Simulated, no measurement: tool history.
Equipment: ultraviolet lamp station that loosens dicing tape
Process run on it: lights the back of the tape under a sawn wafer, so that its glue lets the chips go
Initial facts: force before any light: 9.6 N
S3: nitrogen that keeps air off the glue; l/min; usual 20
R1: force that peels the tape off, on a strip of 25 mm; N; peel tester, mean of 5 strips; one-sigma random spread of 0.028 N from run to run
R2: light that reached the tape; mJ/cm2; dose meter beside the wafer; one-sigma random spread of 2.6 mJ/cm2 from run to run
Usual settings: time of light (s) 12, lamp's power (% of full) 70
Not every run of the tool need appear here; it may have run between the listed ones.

Run 1, hour 0.0: usual settings. Result: R1 1.484 N, R2 312 mJ/cm2.
Run 2, hour 8.6: usual settings. Result: R1 1.510 N, R2 317 mJ/cm2.
Run 3, hour 16.9: usual settings. Result: R1 1.539 N, R2 314 mJ/cm2.
Run 4, hour 24.8: usual settings. Result: R1 1.524 N, R2 319 mJ/cm2.
Run 5, hour 31.4: usual settings. Result: R1 1.577 N, R2 318 mJ/cm2.
Run 6, hour 39.3: usual settings but lamp's power (% of full) 79. Result: R1 1.221 N, R2 352 mJ/cm2.
Run 7, hour 45.0: usual settings but lamp's power (% of full) 79. Result: R1 1.264 N, R2 355 mJ/cm2.
Run 8, hour 53.3: usual settings but lamp's power (% of full) 79. Result: R1 1.220 N, R2 356 mJ/cm2.
Run 9, hour 60.3: usual settings but lamp's power (% of full) 79. Result: R1 1.256 N, R2 354 mJ/cm2.
Run 10, hour 67.6: usual settings but lamp's power (% of full) 79. Result: R1 1.250 N, R2 358 mJ/cm2.
Run 11, hour 72.8: usual settings but S3 14 l/min. Result: R1 1.855 N, R2 311 mJ/cm2.
Run 12, hour 77.5: usual settings but time of light (s) 16. Result: R1 0.900 N, R2 416 mJ/cm2.
Run 13, hour 82.2: usual settings but time of light (s) 16, lamp's power (% of full) 92, S3 7 l/min. Result: R1 0.944 N, R2 552 mJ/cm2.
Run 14, hour 91.2: usual settings but time of light (s) 9, lamp's power (% of full) 60, S3 29 l/min. Result: R1 2.669 N, R2 199 mJ/cm2.
Run 15, hour 96.6: usual settings but time of light (s) 14, S3 25 l/min. Result: R1 1.069 N, R2 364 mJ/cm2.
Run 16, hour 103.5: usual settings but time of light (s) 15, lamp's power (% of full) 92, S3 10 l/min. Result: R1 0.887 N, R2 512 mJ/cm2.
Run 17, hour 111.9: usual settings but lamp's power (% of full) 93, S3 23 l/min. Result: R1 0.881 N, R2 407 mJ/cm2.
Run 18, hour 119.2: usual settings but time of light (s) 14, lamp's power (% of full) 94, S3 23 l/min. Result: R1 0.624 N, R2 484 mJ/cm2.
Run 19, hour 123.6: usual settings but time of light (s) 7, lamp's power (% of full) 82, S3 11 l/min. Result: R1 3.331 N, R2 208 mJ/cm2.
Run 20, hour 130.3: usual settings but time of light (s) 7, lamp's power (% of full) 82, S3 11 l/min. Result: R1 3.320 N, R2 212 mJ/cm2.
Run 21, hour 138.2: usual settings but time of light (s) 8, lamp's power (% of full) 85, S3 14 l/min. Result: R1 2.511 N, R2 250 mJ/cm2.
Run 22, hour 146.7: usual settings but lamp's power (% of full) 98, S3 14 l/min. Result: R1 1.062 N, R2 430 mJ/cm2.
Run 23, hour 154.7: usual settings but time of light (s) 11, lamp's power (% of full) 100, S3 14 l/min. Result: R1 1.174 N, R2 398 mJ/cm2.

Results for each run, recomputed without the tool's hidden state and with each run's random variation untouched:
Hidden state present: lamp's light, % of a new lamp's; light that the window lets through, % of a clean one's; drift of the gauge itself on peel_n, %; drift of the gauge itself on dose_mj_cm2, %.
run     R1   R2
  1  1.353  329
  2  1.372  335
  3  1.395  332
  4  1.378  338
  5  1.422  337
  6  1.087  375
  7  1.125  378
  8  1.080  379
  9  1.111  378
 10  1.102  382
 11  1.662  333
 12  0.782  445
 13  0.818  592
 14  2.433  214
 15  0.927  392
 16  0.761  552
 17  0.751  439
 18  0.530  523
 19  3.057  225
 20  3.043  230
 21  2.249  271
 22  0.896  467
 23  0.995  433
